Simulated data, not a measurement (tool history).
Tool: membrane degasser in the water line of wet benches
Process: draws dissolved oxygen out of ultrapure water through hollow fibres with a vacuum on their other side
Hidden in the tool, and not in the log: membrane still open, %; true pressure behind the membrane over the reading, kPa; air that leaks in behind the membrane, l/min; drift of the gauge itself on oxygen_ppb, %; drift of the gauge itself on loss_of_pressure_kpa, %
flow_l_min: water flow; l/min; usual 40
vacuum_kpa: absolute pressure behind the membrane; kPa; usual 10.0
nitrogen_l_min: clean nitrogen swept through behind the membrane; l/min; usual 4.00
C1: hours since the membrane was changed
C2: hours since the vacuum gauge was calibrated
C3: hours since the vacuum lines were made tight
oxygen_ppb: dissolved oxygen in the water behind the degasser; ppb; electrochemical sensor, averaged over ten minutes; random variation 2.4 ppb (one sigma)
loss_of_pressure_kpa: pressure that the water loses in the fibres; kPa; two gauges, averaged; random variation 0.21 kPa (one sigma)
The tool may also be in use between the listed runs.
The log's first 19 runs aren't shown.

{"run": 20, "day": 186.804, "flow_l_min": 40, "vacuum_kpa": 6.3, "nitrogen_l_min": 4.01, "C1": 3681, "C2": 2744, "C3": 3286, "oxygen_ppb": 181.5, "loss_of_pressure_kpa": 49.47}
{"run": 21, "day": 194.017, "flow_l_min": 29, "vacuum_kpa": 23.5, "nitrogen_l_min": 5.82, "C1": 3854, "C2": 2917, "C3": 3459, "oxygen_ppb": 291.2, "loss_of_pressure_kpa": 35.69}
{"run": 22, "day": 206.617, "flow_l_min": 56, "vacuum_kpa": 8.4, "nitrogen_l_min": 3.6, "C1": 4157, "C2": 3219, "C3": 3761, "oxygen_ppb": 402.3, "loss_of_pressure_kpa": 70.29}
{"day": 212.575, "done": "seals of the vacuum lines changed"}
{"run": 23, "day": 219.971, "flow_l_min": 49, "vacuum_kpa": 15.6, "nitrogen_l_min": 2.89, "C1": 4475, "C2": 3538, "C3": 178, "oxygen_ppb": 631.8, "loss_of_pressure_kpa": 61.07}
{"run": 24, "day": 231.029, "flow_l_min": 40, "vacuum_kpa": 16.9, "nitrogen_l_min": 4.0, "C1": 4741, "C2": 3803, "C3": 443, "oxygen_ppb": 428.8, "loss_of_pressure_kpa": 50.39}
{"run": 25, "day": 241.804, "flow_l_min": 40, "vacuum_kpa": 16.9, "nitrogen_l_min": 4.0, "C1": 4999, "C2": 4062, "C3": 702, "oxygen_ppb": 425.2, "loss_of_pressure_kpa": 50.56}
{"run": 26, "day": 252.125, "flow_l_min": 43, "vacuum_kpa": 10.0, "nitrogen_l_min": 3.53, "C1": 5247, "C2": 4310, "C3": 949, "oxygen_ppb": 329.8, "loss_of_pressure_kpa": 54.43}
{"run": 27, "day": 257.854, "flow_l_min": 43, "vacuum_kpa": 10.3, "nitrogen_l_min": 3.53, "C1": 5385, "C2": 4447, "C3": 1087, "oxygen_ppb": 334.5, "loss_of_pressure_kpa": 54.5}
{"run": 28, "day": 268.404, "flow_l_min": 39, "vacuum_kpa": 10.0, "nitrogen_l_min": 4.0, "C1": 5638, "C2": 4700, "C3": 1340, "oxygen_ppb": 272.0, "loss_of_pressure_kpa": 49.8}
{"run": 29, "day": 278.088, "flow_l_min": 39, "vacuum_kpa": 10.0, "nitrogen_l_min": 4.0, "C1": 5870, "C2": 4933, "C3": 1572, "oxygen_ppb": 275.2, "loss_of_pressure_kpa": 49.99}

Forecast run 30:
{"day": 279.121, "done": "vacuum gauge calibrated"}
{"run": 30, "day": 288.088, "flow_l_min": 39, "vacuum_kpa": 10.0, "nitrogen_l_min": 4.0, "C1": 6110, "C2": 215, "C3": 1812, "oxygen_ppb": "?", "loss_of_pressure_kpa": "?"}

Run 30 gave oxygen_ppb 265.1 ppb, loss_of_pressure_kpa 50.22 kPa.
Without the tool's hidden state the same run would have given oxygen_ppb 227.1 ppb, loss_of_pressure_kpa 45.96 kPa.
